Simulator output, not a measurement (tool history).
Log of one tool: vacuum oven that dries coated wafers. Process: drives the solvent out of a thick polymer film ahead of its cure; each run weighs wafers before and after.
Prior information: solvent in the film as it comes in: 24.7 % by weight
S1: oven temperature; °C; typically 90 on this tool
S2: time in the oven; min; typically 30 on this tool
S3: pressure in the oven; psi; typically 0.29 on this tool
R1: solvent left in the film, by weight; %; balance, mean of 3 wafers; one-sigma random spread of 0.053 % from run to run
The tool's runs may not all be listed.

| run | day | S1 | S2 | S3 | R1 |
|---|---|---|---|---|---|
| 1 | 0 | 90 | 30 | 0.29 | 1.93 |
| 2 | 0.412 | 90 | 30 | 0.29 | 1.83 |
| 3 | 1.021 | 90 | 30 | 0.29 | 1.91 |
| 4 | 1.754 | 97 | 30 | 0.29 | 0.66 |
| 5 | 2.458 | 97 | 30 | 0.29 | 0.62 |
| 6 | 3.271 | 97 | 30 | 0.29 | 0.7 |
| 7 | 3.742 | 97 | 30 | 0.29 | 0.64 |
| 8 | 4.254 | 97 | 30 | 0.18 | 0.57 |
| 9 | 4.817 | 90 | 30 | 0.29 | 1.89 |
| 10 | 5.471 | 90 | 30 | 0.29 | 1.91 |
| 11 | 6.054 | 90 | 30 | 0.29 | 1.83 |
| 12 | 6.562 | 90 | 30 | 0.29 | 1.89 |
| 13 | 6.975 | 90 | 30 | 0.29 | 1.95 |
| 14 | 7.367 | 90 | 48 | 0.29 | 0.8 |
| 15 | 7.704 | 90 | 30 | 0.29 | 1.89 |
| 16 | 8.112 | 90 | 30 | 0.725 | 2.36 |
| 17 | 8.583 | 90 | 30 | 0.725 | 2.44 |
|  | 8.725 | oven's thermocouples calibrated |
| 18 | 9.358 | 90 | 30 | 0.725 | 2.46 |
| 19 | 9.983 | 90 | 30 | 0.725 | 2.39 |
| 20 | 10.7 | 101 | 18 | 0.885 | 1.83 |
| 21 | 11.425 | 99 | 16 | 0.825 | 2.63 |
|  | 11.621 | oven's thermocouples calibrated, once more |
| 22 | 11.875 | 99 | 36 | 0.589 | 0.59 |
| 23 | 12.483 | 90 | 15 | 0.152 | 5.46 |
| 24 | 13.017 | 83 | 16 | 0.244 | 8.27 |
| 25 | 13.438 | 104 | 16 | 0.235 | 0.89 |
| 26 | 14.121 | 101 | 38 | 0.29 | 0.21 |
| 27 | 14.579 | 83 | 26 | 0.248 | 4.85 |
| 28 | 15.238 | 83 | 26 | 0.248 | 4.83 |
| 29 | 15.767 | 90 | 53 | 0.29 | 0.6 |
| 30 | 16.404 | 90 | 53 | 0.29 | 0.61 |
| 31 | 16.808 | 90 | 42 | 0.29 | 0.88 |

For run 32, what comes out?
| 32 | 17.533 | 101 | 30 | 0.381 | ? |

Run 32 yielded R1 0.57 %.
Take away the tool's hidden state, keep the run-to-run variation as it was, and the same run would have given R1 0.55 %.
